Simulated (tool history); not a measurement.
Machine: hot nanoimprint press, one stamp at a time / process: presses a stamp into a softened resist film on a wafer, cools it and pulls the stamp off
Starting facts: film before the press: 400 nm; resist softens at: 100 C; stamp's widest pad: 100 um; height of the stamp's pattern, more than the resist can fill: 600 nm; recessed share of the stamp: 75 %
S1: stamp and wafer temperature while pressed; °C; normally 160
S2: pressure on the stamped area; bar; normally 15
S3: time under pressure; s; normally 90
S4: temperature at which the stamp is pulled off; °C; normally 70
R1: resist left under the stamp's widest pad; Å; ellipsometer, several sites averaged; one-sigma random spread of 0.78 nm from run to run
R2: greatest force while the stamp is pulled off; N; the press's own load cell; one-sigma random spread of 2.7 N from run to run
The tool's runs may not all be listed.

{"run": 1, "day": 0.0, "S1": 160, "S2": 15, "S3": 90, "S4": 70, "R1": 2115, "R2": 229}
{"run": 2, "day": 0.483, "S1": 160, "S2": 15, "S3": 52, "S4": 70, "R1": 2497, "R2": 237}
{"run": 3, "day": 0.917, "S1": 160, "S2": 15, "S3": 52, "S4": 70, "R1": 2507, "R2": 228}
{"run": 4, "day": 1.333, "S1": 160, "S2": 15, "S3": 90, "S4": 70, "R1": 2132, "R2": 229}
{"run": 5, "day": 1.579, "S1": 160, "S2": 15, "S3": 90, "S4": 70, "R1": 2108, "R2": 230}
{"run": 6, "day": 1.958, "S1": 160, "S2": 15, "S3": 90, "S4": 70, "R1": 2129, "R2": 232}
{"run": 7, "day": 2.425, "S1": 160, "S2": 15, "S3": 90, "S4": 70, "R1": 2127, "R2": 227}
{"day": 2.992, "done": "stamp cleaned and given a new release coat"}
{"run": 8, "day": 3.125, "S1": 160, "S2": 15, "S3": 90, "S4": 70, "R1": 2122, "R2": 230}
{"run": 9, "day": 3.383, "S1": 160, "S2": 15, "S3": 90, "S4": 70, "R1": 2132, "R2": 228}
{"run": 10, "day": 3.612, "S1": 160, "S2": 15, "S3": 90, "S4": 70, "R1": 2137, "R2": 230}
{"run": 11, "day": 3.912, "S1": 160, "S2": 15, "S3": 90, "S4": 70, "R1": 2129, "R2": 228}
{"run": 12, "day": 4.15, "S1": 160, "S2": 15, "S3": 90, "S4": 70, "R1": 2132, "R2": 234}
{"run": 13, "day": 4.462, "S1": 167, "S2": 19.7, "S3": 52, "S4": 70, "R1": 1749, "R2": 227}
{"run": 14, "day": 4.925, "S1": 167, "S2": 15, "S3": 121, "S4": 57, "R1": 1498, "R2": 301}
{"run": 15, "day": 5.304, "S1": 160, "S2": 12, "S3": 77, "S4": 70, "R1": 2473, "R2": 227}
{"run": 16, "day": 5.542, "S1": 151, "S2": 16.4, "S3": 62, "S4": 70, "R1": 3025, "R2": 227}
{"run": 17, "day": 5.892, "S1": 151, "S2": 16.4, "S3": 62, "S4": 70, "R1": 3021, "R2": 229}
{"run": 18, "day": 6.146, "S1": 160, "S2": 14.5, "S3": 154, "S4": 70, "R1": 1830, "R2": 230}
{"run": 19, "day": 6.6, "S1": 160, "S2": 23.5, "S3": 90, "S4": 62, "R1": 1707, "R2": 272}
{"run": 20, "day": 6.875, "S1": 160, "S2": 19.6, "S3": 129, "S4": 62, "R1": 1646, "R2": 276}
{"run": 21, "day": 7.362, "S1": 155, "S2": 15, "S3": 147, "S4": 70, "R1": 2203, "R2": 231}

Consider 5 possible next runs. They are alternatives, not a sequence: every one starts from the tool as it was left by run 21. What does each give?
{"run": "A", "day": 7.796, "S1": 158, "S2": 15, "S3": 90, "S4": 70, "R1": "?", "R2": "?"}
{"run": "B", "day": 7.796, "S1": 160, "S2": 15, "S3": 90, "S4": 76, "R1": "?", "R2": "?"}
{"run": "C", "day": 7.796, "S1": 160, "S2": 12.9, "S3": 90, "S4": 76, "R1": "?", "R2": "?"}
{"run": "D", "day": 7.796, "S1": 172, "S2": 15, "S3": 147, "S4": 70, "R1": "?", "R2": "?"}
{"run": "E", "day": 7.796, "S1": 160, "S2": 22.5, "S3": 47, "S4": 67, "R1": "?", "R2": "?"}

run=A R1=2292 R2=228
run=B R1=2150 R2=197
run=C R1=2298 R2=203
run=D R1=1179 R2=224
run=E R1=2162 R2=243
Take away the tool's hidden state, keep each run's random variation, and the runs would have read:
run=A R1=2259 R2=228
run=B R1=2119 R2=196
run=C R1=2266 R2=202
run=D R1=1162 R2=224
run=E R1=2131 R2=243
